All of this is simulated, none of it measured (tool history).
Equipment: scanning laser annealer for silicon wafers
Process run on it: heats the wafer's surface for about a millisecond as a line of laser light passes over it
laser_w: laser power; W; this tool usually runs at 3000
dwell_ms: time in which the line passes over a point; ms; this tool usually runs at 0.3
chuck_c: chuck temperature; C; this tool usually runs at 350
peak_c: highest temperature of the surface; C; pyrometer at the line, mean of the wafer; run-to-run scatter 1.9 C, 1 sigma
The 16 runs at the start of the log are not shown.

{"run": 17, "day": 13.721, "laser_w": 3000, "dwell_ms": 0.3, "chuck_c": 350, "peak_c": 1093}
{"run": 18, "day": 14.8, "laser_w": 3000, "dwell_ms": 0.3, "chuck_c": 350, "peak_c": 1092}
{"run": 19, "day": 15.688, "laser_w": 3000, "dwell_ms": 0.3, "chuck_c": 350, "peak_c": 1093}
{"run": 20, "day": 16.879, "laser_w": 2599, "dwell_ms": 0.3, "chuck_c": 350, "peak_c": 971}
{"run": 21, "day": 17.838, "laser_w": 2599, "dwell_ms": 0.3, "chuck_c": 350, "peak_c": 969}
{"run": 22, "day": 19.042, "laser_w": 2599, "dwell_ms": 0.3, "chuck_c": 350, "peak_c": 969}
{"run": 23, "day": 19.667, "laser_w": 2599, "dwell_ms": 0.3, "chuck_c": 350, "peak_c": 967}
{"run": 24, "day": 20.554, "laser_w": 2848, "dwell_ms": 0.315, "chuck_c": 318, "peak_c": 1023}
{"run": 25, "day": 21.767, "laser_w": 2753, "dwell_ms": 0.315, "chuck_c": 343, "peak_c": 1018}
{"run": 26, "day": 22.971, "laser_w": 2753, "dwell_ms": 0.279, "chuck_c": 343, "peak_c": 984}
{"run": 27, "day": 24.088, "laser_w": 3268, "dwell_ms": 0.24, "chuck_c": 350, "peak_c": 1094}
{"day": 25.038, "done": "optics aligned, line set to its width"}
{"run": 28, "day": 25.338, "laser_w": 3268, "dwell_ms": 0.24, "chuck_c": 350, "peak_c": 1115}
{"run": 29, "day": 26.142, "laser_w": 2660, "dwell_ms": 0.24, "chuck_c": 369, "peak_c": 965}
{"run": 30, "day": 27.338, "laser_w": 2660, "dwell_ms": 0.24, "chuck_c": 369, "peak_c": 964}
{"run": 31, "day": 28.421, "laser_w": 2983, "dwell_ms": 0.269, "chuck_c": 338, "peak_c": 1062}
{"run": 32, "day": 29.662, "laser_w": 3292, "dwell_ms": 0.231, "chuck_c": 361, "peak_c": 1123}
{"run": 33, "day": 30.508, "laser_w": 3292, "dwell_ms": 0.239, "chuck_c": 348, "peak_c": 1118}

The next listed run, before its measurement:
{"run": 34, "day": 31.175, "laser_w": 3292, "dwell_ms": 0.269, "chuck_c": 350, "peak_c": "?"}

{"run 34": {"peak_c": 1164}}
Without the tool's hidden state the same run would have given peak_c 1185 C.
